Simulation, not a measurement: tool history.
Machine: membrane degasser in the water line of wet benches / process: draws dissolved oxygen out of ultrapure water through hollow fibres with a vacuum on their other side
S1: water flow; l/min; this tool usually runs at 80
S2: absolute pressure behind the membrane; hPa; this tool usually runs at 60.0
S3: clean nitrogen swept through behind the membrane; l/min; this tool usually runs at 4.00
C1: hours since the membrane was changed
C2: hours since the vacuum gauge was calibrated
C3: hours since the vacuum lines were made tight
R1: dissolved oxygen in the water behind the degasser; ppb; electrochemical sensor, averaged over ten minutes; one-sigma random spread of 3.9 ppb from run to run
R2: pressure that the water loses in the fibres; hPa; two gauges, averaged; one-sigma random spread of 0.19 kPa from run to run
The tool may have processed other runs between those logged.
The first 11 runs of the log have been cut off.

run 12 day=15.238 | S1=48 S2=60.0 S3=4.00 | C1=1312 C2=2366 C3=6403 | R1=228.7 R2=249.2
run 13 day=16.192 | S1=48 S2=60.0 S3=4.00 | C1=1335 C2=2389 C3=6426 | R1=227.9 R2=248.7
run 14 day=17.800 | S1=80 S2=60.0 S3=4.00 | C1=1374 C2=2428 C3=6464 | R1=407.1 R2=419.0
run 15 day=19.358 | S1=80 S2=60.0 S3=4.00 | C1=1411 C2=2465 C3=6502 | R1=404.5 R2=418.7
run 16 day=21.271 | S1=80 S2=60.0 S3=4.00 | C1=1457 C2=2511 C3=6548 | R1=408.6 R2=421.3
run 17 day=22.950 | S1=99 S2=113.1 S3=6.38 | C1=1497 C2=2551 C3=6588 | R1=621.7 R2=514.3
run 18 day=25.021 | S1=68 S2=113.1 S3=5.86 | C1=1547 C2=2601 C3=6638 | R1=444.4 R2=356.7
run 19 day=26.196 | S1=80 S2=113.1 S3=7.10 | C1=1575 C2=2629 C3=6666 | R1=483.8 R2=419.9
run 20 day=27.517 | S1=53 S2=50.4 S3=4.00 | C1=1607 C2=2661 C3=6697 | R1=230.5 R2=280.5
run 21 day=29.588 | S1=60 S2=97.9 S3=2.05 | C1=1657 C2=2711 C3=6747 | R1=585.4 R2=314.2
run 22 day=31.333 | S1=60 S2=97.9 S3=2.05 | C1=1699 C2=2752 C3=6789 | R1=585.3 R2=312.5
run 23 day=33.367 | S1=55 S2=91.6 S3=4.35 | C1=1747 C2=2801 C3=6838 | R1=356.9 R2=287.2
run 24 day=34.362 | S1=55 S2=91.6 S3=4.35 | C1=1771 C2=2825 C3=6862 | R1=351.7 R2=286.1
run 25 day=35.771 | S1=80 S2=45.3 S3=3.69 | C1=1805 C2=2859 C3=6896 | R1=356.9 R2=420.9
run 26 day=37.238 | S1=80 S2=70.3 S3=7.93 | C1=1840 C2=2894 C3=6931 | R1=380.0 R2=416.0
run 27 day=39.142 | S1=87 S2=140.7 S3=3.39 | C1=1886 C2=2940 C3=6976 | R1=856.6 R2=454.7
run 28 day=41.071 | S1=52 S2=140.7 S3=3.39 | C1=1932 C2=2986 C3=7023 | R1=528.7 R2=272.2
run 29 day=42.108 | S1=63 S2=38.6 S3=10.24 | C1=1957 C2=3011 C3=7048 | R1=232.7 R2=332.6
run 30 day=43.858 | S1=80 S2=69.8 S3=4.00 | C1=1999 C2=3053 C3=7090 | R1=447.1 R2=418.4
run 31 day=45.412 | S1=79 S2=118.0 S3=3.47 | C1=2037 C2=3090 C3=7127 | R1=680.1 R2=412.9
run 32 day=46.683 | S1=50 S2=118.0 S3=3.47 | C1=2067 C2=3121 C3=7157 | R1=426.9 R2=264.5

Forecast each of these 4 alternatives for the next run:
run A day=47.592 | S1=92 S2=118.0 S3=3.47 | C1=2089 C2=3143 C3=7179 | R1=? R2=?
run B day=47.592 | S1=70 S2=50.1 S3=3.47 | C1=2089 C2=3143 C3=7179 | R1=? R2=?
run C day=47.592 | S1=93 S2=39.9 S3=3.47 | C1=2089 C2=3143 C3=7179 | R1=? R2=?
run D day=47.592 | S1=49 S2=118.0 S3=3.47 | C1=2089 C2=3143 C3=7179 | R1=? R2=?

run=A R1=775.8 R2=485.7
run=B R1=328.7 R2=365.5
run=C R1=390.1 R2=491.3
run=D R1=429.8 R2=256.9
Without the tool's unlogged condition, the same runs would have read:
run=A R1=754.3 R2=479.1
run=B R1=310.6 R2=360.5
run=C R1=367.4 R2=484.6
run=D R1=415.2 R2=253.4
